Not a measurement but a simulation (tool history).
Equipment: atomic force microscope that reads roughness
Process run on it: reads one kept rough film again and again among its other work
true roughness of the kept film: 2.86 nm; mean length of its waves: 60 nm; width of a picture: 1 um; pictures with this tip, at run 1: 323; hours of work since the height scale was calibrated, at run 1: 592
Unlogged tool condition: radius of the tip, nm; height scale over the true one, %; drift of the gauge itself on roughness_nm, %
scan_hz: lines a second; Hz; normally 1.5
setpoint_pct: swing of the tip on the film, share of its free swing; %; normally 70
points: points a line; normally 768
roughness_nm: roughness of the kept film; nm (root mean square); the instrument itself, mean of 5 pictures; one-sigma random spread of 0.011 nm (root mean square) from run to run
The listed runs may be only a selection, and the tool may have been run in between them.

run,day,scan_hz,setpoint_pct,points,pictures with this tip,hours of work since the height scale was calibrated,roughness_nm
1,0,1.5,70,768,323,592,2.671
# day 1.633: new tip fitted
2,2.15,1.5,70,551,19,622,2.674
3,4.375,1.5,70,551,99,654,2.679
4,5.938,1.5,70,551,155,676,2.669
5,7.592,1.5,70,551,215,700,2.704
6,9.771,1.5,70,551,293,731,2.664
7,10.983,1.5,70,439,337,748,2.693
# day 12.171: new tip fitted
8,13.621,1.5,70,439,52,786,2.687
9,16.321,1.5,70,439,149,825,2.693
10,18.512,1.5,70,439,228,856,2.681
11,20.667,1.5,70,439,305,887,2.673
# day 22.688: new tip fitted
12,23.217,1.5,70,439,19,923,2.692
13,25.029,1.5,70,439,85,949,2.695
14,27.488,1.5,70,439,173,984,2.691
15,30.3,1.5,70,768,274,1024,2.685
16,31.521,1.5,70,768,318,1042,2.685
# day 33.271: new tip fitted
17,33.429,1.5,70,768,6,1069,2.684
18,35.025,1.5,70,768,63,1092,2.663
19,36.188,1.31,70,768,105,1108,2.691
20,37.821,1.08,70,768,164,1132,2.696
21,40.45,1.08,70,768,259,1169,2.694
22,42.396,1.08,82,768,329,1197,2.646
# day 43.733: new tip fitted
23,45.196,1.08,82,768,53,1237,2.642
24,47.504,1.5,70,335,136,1270,2.667
25,49.004,1.5,70,768,190,1292,2.688
26,51.217,1.5,70,768,269,1323,2.696
27,52.775,1.5,70,434,325,1346,2.671
# day 54.3: new tip fitted
28,54.342,0.8,86,768,2,1368,2.666
29,56.038,1.5,70,768,63,1392,2.694
30,57.846,1.5,71,768,128,1418,2.674
31,59.346,1.63,90,555,182,1439,2.534
32,61.908,0.69,70,768,274,1476,2.714
33,64.221,1.35,73,311,357,1509,2.667
# day 64.833: new tip fitted
34,66.471,1.35,73,311,59,1541,2.671
35,68.712,1.02,87,579,139,1573,2.63
36,71.167,1.18,59,735,228,1608,2.725
37,73.846,1.18,59,735,324,1647,2.726
38,75.188,2.53,80,575,372,1666,2.532
# day 75.362: new tip fitted
39,77.208,2.53,80,575,66,1695,2.533
40,79.958,0.64,73,525,165,1734,2.75
41,82.817,0.64,73,525,268,1775,2.695
42,85.112,1.5,55,389,351,1808,2.74
# day 85.875: new tip fitted
43,88.021,0.58,70,428,77,1849,2.741
44,90.433,0.58,70,428,164,1884,2.726
45,92.417,2.15,77,939,236,1912,2.583
46,93.938,2.15,62,633,290,1934,2.694
47,95.279,0.66,81,598,339,1953,2.677
# day 96.362: new tip fitted
48,97.971,0.66,81,598,58,1991,2.693
# day 98.946: height scale calibrated on a step standard
49,100.729,1.5,79,768,155,26,2.639
50,102.604,3.67,63,641,223,52,2.663
51,105.192,0.67,89,803,316,89,2.662
52,106.45,1.5,78,737,361,107,2.65

Describe how what the log doesn't record of the tool's condition differs between the last listed run preceding each entry between runs and the first listed run following it.
After run 1, before run 2: new tip fitted (day 1.633)
  radius of the tip, nm: 10.6 -> 10.1
After run 7, before run 8: new tip fitted (day 12.171)
  radius of the tip, nm: 10.7 -> 10.1
After run 11, before run 12: new tip fitted (day 22.688)
  radius of the tip, nm: 10.6 -> 10
After run 16, before run 17: new tip fitted (day 33.271)
  radius of the tip, nm: 10.6 -> 10
After run 22, before run 23: new tip fitted (day 43.733)
  radius of the tip, nm: 10.6 -> 10.1
After run 27, before run 28: new tip fitted (day 54.3)
  radius of the tip, nm: 10.6 -> 10
After run 33, before run 34: new tip fitted (day 64.833)
  radius of the tip, nm: 10.7 -> 10.1
After run 38, before run 39: new tip fitted (day 75.362)
  radius of the tip, nm: 10.7 -> 10.1; height scale over the true one, %: 0.04 -> 0.05
After run 42, before run 43: new tip fitted (day 85.875)
  radius of the tip, nm: 10.7 -> 10.2
After run 47, before run 48: new tip fitted (day 96.362)
  radius of the tip, nm: 10.7 -> 10.1
After run 48, before run 49: height scale calibrated on a step standard (day 98.946)
  radius of the tip, nm: 10.1 -> 10.3; height scale over the true one, %: 0.05 -> 0

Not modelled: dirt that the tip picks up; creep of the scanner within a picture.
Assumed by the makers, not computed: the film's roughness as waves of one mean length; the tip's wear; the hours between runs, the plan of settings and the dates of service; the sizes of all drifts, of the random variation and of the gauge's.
